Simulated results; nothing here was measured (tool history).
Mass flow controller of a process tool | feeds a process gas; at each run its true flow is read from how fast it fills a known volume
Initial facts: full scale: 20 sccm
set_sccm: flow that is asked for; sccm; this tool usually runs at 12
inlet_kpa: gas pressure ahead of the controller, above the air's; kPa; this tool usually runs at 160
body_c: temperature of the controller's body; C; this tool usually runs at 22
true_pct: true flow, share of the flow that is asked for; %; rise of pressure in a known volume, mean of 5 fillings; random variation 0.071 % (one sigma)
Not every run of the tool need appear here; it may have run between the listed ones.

run	hour	set_sccm	inlet_kpa	body_c	true_pct
1	0	12	160	22	99.48
2	256.5	12	160	22	99.46
3	435	12	160	29	99.73
4	705.8	12	160	29	99.59
# hour 728.9: controller's zero set anew
5	833.5	12	160	22	99.35
6	1039.3	2	160	22	98.36
7	1256.3	2	160	22	98.39
8	1520.2	2	192	22	98.28
9	1667.2	2	192	22	98.1
10	1829.1	12	160	22	99.22
11	1968.7	12	160	22	99.22
12	2155.1	12	160	22	99.17
13	2340.3	12	160	22	99.07
14	2576.4	3	160	28	98.59
15	2738.8	3	160	28	98.54
16	2996.2	3	160	28	98.53
17	3264.8	3	151	26	98.55
18	3474.7	15	163	24	99.26
19	3602.3	15	163	24	99.11
20	3718.1	2	208	33	98.29
21	3968.4	2	146	29	98.51
22	4159.4	12	267	32	98.59
23	4291.7	18	233	32	99.11
24	4446.9	18	151	38	100.12
25	4679.6	18	151	38	100.16

Here are 4 independent what-if runs from the current tool condition. What would each one return?
A	4852.4	2	177	23	?
B	4852.4	17	151	20	?
C	4852.4	13	145	22	?
D	4852.4	3	241	23	?

run	true_pct
A	97.95
B	99.19
C	98.91
D	97.49
What these runs would have given with no unlogged condition in the tool:
run	true_pct
A	98.68
B	99.92
C	99.64
D	98.22
